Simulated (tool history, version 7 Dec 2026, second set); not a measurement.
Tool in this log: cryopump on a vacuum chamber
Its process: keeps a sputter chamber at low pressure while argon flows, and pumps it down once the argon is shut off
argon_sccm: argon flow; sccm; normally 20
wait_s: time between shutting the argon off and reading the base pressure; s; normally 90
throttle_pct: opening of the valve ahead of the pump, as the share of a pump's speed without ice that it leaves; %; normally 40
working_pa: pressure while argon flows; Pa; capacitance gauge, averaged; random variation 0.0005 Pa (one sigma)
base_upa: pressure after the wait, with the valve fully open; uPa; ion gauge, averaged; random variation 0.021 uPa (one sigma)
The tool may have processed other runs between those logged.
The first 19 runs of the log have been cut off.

run     day  argon_sccm  wait_s  throttle_pct  working_pa  base_upa
 20   14.35          36      90            50      0.0716      0.49
 21  15.275          36      90            50      0.0713       0.5
 22  15.771          38      24            34      0.1109      1.08
 23  16.633          40      25            37      0.1082      1.09
 24    17.4          16     137            21      0.0746      0.45
 25  18.167           9      90            40      0.0222      0.47
 26  18.596           9      90            40       0.022      0.47
 27  19.338          20      45            40      0.0497      0.72
 28  19.762          12      90            15      0.0785      0.51
 29  20.229          12      90            40      0.0297      0.54
 30  21.129          27     146            33      0.0825      0.44
 31  21.688          40      21            21      0.1895      1.31
 32  22.179          20      47            51      0.0393      0.74
 33    23.1          20      47            51      0.0396      0.76
 34  23.583          10     169            23      0.0423       0.4

Here are 3 independent what-if runs from the current tool condition. What would each one return?
  A  24.138          10      93            16           ?         ?
  B  24.138          20      80            30           ?         ?
  C  24.138          20     263            40           ?         ?

run  working_pa  base_upa
  A      0.0611      0.58
  B      0.0665       0.6
  C      0.0504      0.43
With the hidden condition removed and each run's random variation left untouched, the same runs would have given:
run  working_pa  base_upa
  A      0.0606      0.42
  B      0.0656      0.44
  C      0.0495      0.26

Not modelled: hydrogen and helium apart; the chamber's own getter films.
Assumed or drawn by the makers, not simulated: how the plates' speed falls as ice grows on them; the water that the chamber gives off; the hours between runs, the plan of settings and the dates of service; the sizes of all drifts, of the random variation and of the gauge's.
